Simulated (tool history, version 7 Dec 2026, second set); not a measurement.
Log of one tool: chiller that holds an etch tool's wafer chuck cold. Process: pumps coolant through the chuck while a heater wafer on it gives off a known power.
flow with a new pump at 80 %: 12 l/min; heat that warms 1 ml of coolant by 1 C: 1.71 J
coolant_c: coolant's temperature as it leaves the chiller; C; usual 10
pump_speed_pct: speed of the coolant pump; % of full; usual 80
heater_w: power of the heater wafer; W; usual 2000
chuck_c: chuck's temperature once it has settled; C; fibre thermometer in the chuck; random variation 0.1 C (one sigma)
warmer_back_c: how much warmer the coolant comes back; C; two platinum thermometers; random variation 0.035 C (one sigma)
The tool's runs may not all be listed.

{"run": 1, "hour": 0.0, "coolant_c": 10, "pump_speed_pct": 80, "heater_w": 2000, "chuck_c": 24.2, "warmer_back_c": 5.84}
{"hour": 10.3, "done": "chiller's thermometer calibrated"}
{"run": 2, "hour": 79.4, "coolant_c": 10, "pump_speed_pct": 80, "heater_w": 2000, "chuck_c": 24.2, "warmer_back_c": 5.87}
{"run": 3, "hour": 121.2, "coolant_c": 10, "pump_speed_pct": 80, "heater_w": 2000, "chuck_c": 24.2, "warmer_back_c": 5.86}
{"run": 4, "hour": 159.7, "coolant_c": 10, "pump_speed_pct": 80, "heater_w": 2000, "chuck_c": 24.2, "warmer_back_c": 5.85}
{"run": 5, "hour": 215.7, "coolant_c": 10, "pump_speed_pct": 65, "heater_w": 2000, "chuck_c": 26.1, "warmer_back_c": 7.38}
{"run": 6, "hour": 277.4, "coolant_c": 6, "pump_speed_pct": 80, "heater_w": 2000, "chuck_c": 20.1, "warmer_back_c": 5.83}
{"run": 7, "hour": 336.5, "coolant_c": 6, "pump_speed_pct": 80, "heater_w": 2000, "chuck_c": 20.1, "warmer_back_c": 5.88}
{"run": 8, "hour": 371.1, "coolant_c": 6, "pump_speed_pct": 80, "heater_w": 2000, "chuck_c": 20.1, "warmer_back_c": 5.84}
{"run": 9, "hour": 407.0, "coolant_c": 6, "pump_speed_pct": 80, "heater_w": 2000, "chuck_c": 20.2, "warmer_back_c": 5.8}
{"run": 10, "hour": 482.4, "coolant_c": 10, "pump_speed_pct": 80, "heater_w": 2000, "chuck_c": 24.0, "warmer_back_c": 5.83}
{"run": 11, "hour": 534.3, "coolant_c": 10, "pump_speed_pct": 80, "heater_w": 2000, "chuck_c": 24.1, "warmer_back_c": 5.81}
{"run": 12, "hour": 575.2, "coolant_c": 10, "pump_speed_pct": 80, "heater_w": 2000, "chuck_c": 24.0, "warmer_back_c": 5.85}
{"run": 13, "hour": 655.8, "coolant_c": 10, "pump_speed_pct": 80, "heater_w": 2000, "chuck_c": 24.1, "warmer_back_c": 5.85}
{"run": 14, "hour": 698.8, "coolant_c": 10, "pump_speed_pct": 80, "heater_w": 2000, "chuck_c": 24.0, "warmer_back_c": 5.89}
{"run": 15, "hour": 772.5, "coolant_c": 10, "pump_speed_pct": 99, "heater_w": 2000, "chuck_c": 22.4, "warmer_back_c": 4.62}
{"run": 16, "hour": 833.1, "coolant_c": 10, "pump_speed_pct": 99, "heater_w": 2000, "chuck_c": 22.3, "warmer_back_c": 4.69}
{"run": 17, "hour": 876.5, "coolant_c": 6, "pump_speed_pct": 71, "heater_w": 2000, "chuck_c": 21.2, "warmer_back_c": 6.62}
{"run": 18, "hour": 911.9, "coolant_c": 13, "pump_speed_pct": 92, "heater_w": 2000, "chuck_c": 25.9, "warmer_back_c": 4.99}
{"run": 19, "hour": 978.7, "coolant_c": 10, "pump_speed_pct": 92, "heater_w": 2580, "chuck_c": 26.8, "warmer_back_c": 6.46}
{"run": 20, "hour": 1020.8, "coolant_c": 10, "pump_speed_pct": 92, "heater_w": 2580, "chuck_c": 26.7, "warmer_back_c": 6.48}
{"run": 21, "hour": 1099.5, "coolant_c": 15, "pump_speed_pct": 73, "heater_w": 1286, "chuck_c": 24.8, "warmer_back_c": 4.22}
{"run": 22, "hour": 1141.6, "coolant_c": 6, "pump_speed_pct": 65, "heater_w": 3000, "chuck_c": 30.0, "warmer_back_c": 11.02}
{"run": 23, "hour": 1187.2, "coolant_c": 17, "pump_speed_pct": 99, "heater_w": 3000, "chuck_c": 35.5, "warmer_back_c": 6.96}
{"run": 24, "hour": 1223.7, "coolant_c": 8, "pump_speed_pct": 66, "heater_w": 2952, "chuck_c": 31.6, "warmer_back_c": 10.63}
{"run": 25, "hour": 1274.7, "coolant_c": 8, "pump_speed_pct": 66, "heater_w": 2952, "chuck_c": 31.6, "warmer_back_c": 10.67}
{"run": 26, "hour": 1334.5, "coolant_c": 8, "pump_speed_pct": 66, "heater_w": 2952, "chuck_c": 31.7, "warmer_back_c": 10.6}
{"run": 27, "hour": 1412.6, "coolant_c": 3, "pump_speed_pct": 80, "heater_w": 2000, "chuck_c": 17.1, "warmer_back_c": 5.84}
{"run": 28, "hour": 1455.0, "coolant_c": 3, "pump_speed_pct": 63, "heater_w": 2922, "chuck_c": 27.1, "warmer_back_c": 11.12}
{"run": 29, "hour": 1509.7, "coolant_c": 10, "pump_speed_pct": 96, "heater_w": 2000, "chuck_c": 22.7, "warmer_back_c": 4.75}
{"run": 30, "hour": 1583.1, "coolant_c": 10, "pump_speed_pct": 96, "heater_w": 2000, "chuck_c": 22.6, "warmer_back_c": 4.82}
{"run": 31, "hour": 1620.5, "coolant_c": 10, "pump_speed_pct": 96, "heater_w": 2197, "chuck_c": 23.9, "warmer_back_c": 5.3}

Forecast each of these 4 alternatives for the next run:
{"run": "A", "hour": 1698.5, "coolant_c": 1, "pump_speed_pct": 74, "heater_w": 1090, "chuck_c": "?", "warmer_back_c": "?"}
{"run": "B", "hour": 1698.5, "coolant_c": 10, "pump_speed_pct": 80, "heater_w": 2944, "chuck_c": "?", "warmer_back_c": "?"}
{"run": "C", "hour": 1698.5, "coolant_c": 10, "pump_speed_pct": 96, "heater_w": 2741, "chuck_c": "?", "warmer_back_c": "?"}
{"run": "D", "hour": 1698.5, "coolant_c": 9, "pump_speed_pct": 85, "heater_w": 1452, "chuck_c": "?", "warmer_back_c": "?"}

run=A chuck_c=9.0 warmer_back_c=3.52
run=B chuck_c=30.9 warmer_back_c=8.64
run=C chuck_c=27.4 warmer_back_c=6.54
run=D chuck_c=18.8 warmer_back_c=3.98
Without the tool's hidden state the same runs would have given:
run=A chuck_c=9.0 warmer_back_c=3.52
run=B chuck_c=30.8 warmer_back_c=8.64
run=C chuck_c=27.4 warmer_back_c=6.54
run=D chuck_c=18.8 warmer_back_c=3.97

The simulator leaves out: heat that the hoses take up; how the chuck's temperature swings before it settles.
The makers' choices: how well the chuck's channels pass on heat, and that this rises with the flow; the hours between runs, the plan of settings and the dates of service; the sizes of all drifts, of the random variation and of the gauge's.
